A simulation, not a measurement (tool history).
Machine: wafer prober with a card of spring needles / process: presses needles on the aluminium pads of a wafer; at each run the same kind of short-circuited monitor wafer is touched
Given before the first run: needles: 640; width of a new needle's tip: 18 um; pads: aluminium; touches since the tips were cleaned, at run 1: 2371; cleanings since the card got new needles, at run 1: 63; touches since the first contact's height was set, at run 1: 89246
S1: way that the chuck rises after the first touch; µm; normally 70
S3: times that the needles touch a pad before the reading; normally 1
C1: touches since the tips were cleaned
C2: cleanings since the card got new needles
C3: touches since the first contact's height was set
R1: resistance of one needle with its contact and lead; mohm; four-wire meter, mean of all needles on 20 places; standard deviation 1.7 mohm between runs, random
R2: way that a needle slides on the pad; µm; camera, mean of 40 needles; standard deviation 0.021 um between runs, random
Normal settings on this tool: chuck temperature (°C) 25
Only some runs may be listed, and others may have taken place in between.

{"run": 1, "hour": 0.0, "S1": 70, "chuck temperature (°C)": 25, "S3": 1, "C1": 2371, "C2": 63, "C3": 89246, "R1": 175, "R2": 10.12}
{"hour": 10.3, "done": "tips cleaned on abrasive film"}
{"hour": 26.4, "done": "tips cleaned on abrasive film"}
{"run": 2, "hour": 26.4, "S1": 70, "chuck temperature (°C)": 25, "S3": 1, "C1": 0, "C2": 65, "C3": 102265, "R1": 179, "R2": 10.11}
{"hour": 42.1, "done": "tips cleaned on abrasive film"}
{"hour": 57.2, "done": "tips cleaned on abrasive film"}
{"run": 3, "hour": 68.8, "S1": 70, "chuck temperature (°C)": 33, "S3": 1, "C1": 5800, "C2": 67, "C3": 123285, "R1": 183, "R2": 10.08}
{"hour": 71.7, "done": "tips cleaned on abrasive film"}
{"hour": 89.1, "done": "tips cleaned on abrasive film"}
{"run": 4, "hour": 96.4, "S1": 70, "chuck temperature (°C)": 33, "S3": 1, "C1": 3615, "C2": 69, "C3": 136899, "R1": 180, "R2": 10.11}
{"hour": 105.1, "done": "tips cleaned on abrasive film"}
{"hour": 120.6, "done": "tips cleaned on abrasive film"}
{"run": 5, "hour": 126.8, "S1": 70, "chuck temperature (°C)": 33, "S3": 1, "C1": 3081, "C2": 71, "C3": 151909, "R1": 181, "R2": 10.05}
{"hour": 135.9, "done": "tips cleaned on abrasive film"}
{"run": 6, "hour": 148.6, "S1": 70, "chuck temperature (°C)": 33, "S3": 1, "C1": 6283, "C2": 72, "C3": 162691, "R1": 177, "R2": 10.05}
{"hour": 150.8, "done": "tips cleaned on abrasive film"}
{"hour": 167.2, "done": "tips cleaned on abrasive film"}
{"run": 7, "hour": 180.2, "S1": 70, "chuck temperature (°C)": 33, "S3": 1, "C1": 6509, "C2": 74, "C3": 178347, "R1": 180, "R2": 10.01}
{"hour": 182.9, "done": "tips cleaned on abrasive film"}
{"hour": 199.4, "done": "tips cleaned on abrasive film"}
{"run": 8, "hour": 200.6, "S1": 70, "chuck temperature (°C)": 54, "S3": 1, "C1": 634, "C2": 76, "C3": 188390, "R1": 182, "R2": 10.03}
{"hour": 214.7, "done": "tips cleaned on abrasive film"}
{"hour": 229.0, "done": "tips cleaned on abrasive film"}
{"run": 9, "hour": 237.2, "S1": 58, "chuck temperature (°C)": 44, "S3": 1, "C1": 4098, "C2": 78, "C3": 206499, "R1": 186, "R2": 8.26}
{"hour": 243.5, "done": "tips cleaned on abrasive film"}
{"hour": 257.6, "done": "tips cleaned on abrasive film"}
{"hour": 270.6, "done": "height of the first contact set anew"}
{"hour": 273.0, "done": "tips cleaned on abrasive film"}
{"run": 10, "hour": 273.0, "S1": 79, "chuck temperature (°C)": 38, "S3": 2, "C1": 0, "C2": 81, "C3": 1125, "R1": 182, "R2": 11.25}
{"hour": 287.3, "done": "tips cleaned on abrasive film"}
{"hour": 303.7, "done": "tips cleaned on abrasive film"}
{"run": 11, "hour": 311.3, "S1": 70, "chuck temperature (°C)": 51, "S3": 1, "C1": 3771, "C2": 83, "C3": 20093, "R1": 181, "R2": 9.95}
{"hour": 320.3, "done": "tips cleaned on abrasive film"}
{"hour": 335.6, "done": "tips cleaned on abrasive film"}
{"run": 12, "hour": 336.3, "S1": 59, "chuck temperature (°C)": 25, "S3": 1, "C1": 329, "C2": 85, "C3": 32406, "R1": 180, "R2": 8.39}
{"hour": 352.7, "done": "tips cleaned on abrasive film"}
{"hour": 367.7, "done": "tips cleaned on abrasive film"}
{"run": 13, "hour": 369.2, "S1": 84, "chuck temperature (°C)": 58, "S3": 2, "C1": 748, "C2": 87, "C3": 48698, "R1": 181, "R2": 11.88}
{"hour": 382.0, "done": "tips cleaned on abrasive film"}
{"hour": 397.2, "done": "tips cleaned on abrasive film"}
{"run": 14, "hour": 405.6, "S1": 70, "chuck temperature (°C)": 25, "S3": 1, "C1": 4150, "C2": 89, "C3": 66679, "R1": 180, "R2": 9.9}
{"hour": 412.7, "done": "tips cleaned on abrasive film"}
{"hour": 426.0, "done": "gauge calibrated"}
{"hour": 429.6, "done": "tips cleaned on abrasive film"}
{"run": 15, "hour": 436.8, "S1": 70, "chuck temperature (°C)": 25, "S3": 1, "C1": 3587, "C2": 91, "C3": 82133, "R1": 177, "R2": 10.13}
{"hour": 445.8, "done": "tips cleaned on abrasive film"}
{"hour": 460.6, "done": "tips cleaned on abrasive film"}
{"run": 16, "hour": 473.1, "S1": 70, "chuck temperature (°C)": 25, "S3": 1, "C1": 6200, "C2": 93, "C3": 100050, "R1": 176, "R2": 10.12}

Branching from run 16: 5 alternative next runs. What would each branch give?
{"hour": 475.7, "done": "tips cleaned on abrasive film"}
{"hour": 491.0, "done": "tips cleaned on abrasive film"}
{"hour": 506.3, "done": "tips cleaned on abrasive film"}
{"run": "A", "hour": 514.2, "S1": 70, "chuck temperature (°C)": 53, "S3": 1, "C1": 3938, "C2": 96, "C3": 120377, "R1": "?", "R2": "?"}
{"hour": 475.7, "done": "tips cleaned on abrasive film"}
{"hour": 491.0, "done": "tips cleaned on abrasive film"}
{"hour": 506.3, "done": "tips cleaned on abrasive film"}
{"run": "B", "hour": 514.2, "S1": 70, "chuck temperature (°C)": 25, "S3": 2, "C1": 3938, "C2": 96, "C3": 120377, "R1": "?", "R2": "?"}
{"hour": 475.7, "done": "tips cleaned on abrasive film"}
{"hour": 491.0, "done": "tips cleaned on abrasive film"}
{"hour": 506.3, "done": "tips cleaned on abrasive film"}
{"run": "C", "hour": 514.2, "S1": 70, "chuck temperature (°C)": 121, "S3": 2, "C1": 3938, "C2": 96, "C3": 120377, "R1": "?", "R2": "?"}
{"hour": 475.7, "done": "tips cleaned on abrasive film"}
{"hour": 491.0, "done": "tips cleaned on abrasive film"}
{"hour": 506.3, "done": "tips cleaned on abrasive film"}
{"run": "D", "hour": 514.2, "S1": 52, "chuck temperature (°C)": 25, "S3": 1, "C1": 3938, "C2": 96, "C3": 120377, "R1": "?", "R2": "?"}
{"hour": 475.7, "done": "tips cleaned on abrasive film"}
{"hour": 491.0, "done": "tips cleaned on abrasive film"}
{"hour": 506.3, "done": "tips cleaned on abrasive film"}
{"run": "E", "hour": 514.2, "S1": 70, "chuck temperature (°C)": 63, "S3": 2, "C1": 3938, "C2": 96, "C3": 120377, "R1": "?", "R2": "?"}

run=A R1=182 R2=10.12
run=B R1=178 R2=10.07
run=C R1=200 R2=10.07
run=D R1=180 R2=7.50
run=E R1=187 R2=10.13
Stripped of hidden state, with their random variation kept, the same runs would have yielded:
run=A R1=181 R2=10.18
run=B R1=177 R2=10.13
run=C R1=200 R2=10.13
run=D R1=180 R2=7.54
run=E R1=187 R2=10.19

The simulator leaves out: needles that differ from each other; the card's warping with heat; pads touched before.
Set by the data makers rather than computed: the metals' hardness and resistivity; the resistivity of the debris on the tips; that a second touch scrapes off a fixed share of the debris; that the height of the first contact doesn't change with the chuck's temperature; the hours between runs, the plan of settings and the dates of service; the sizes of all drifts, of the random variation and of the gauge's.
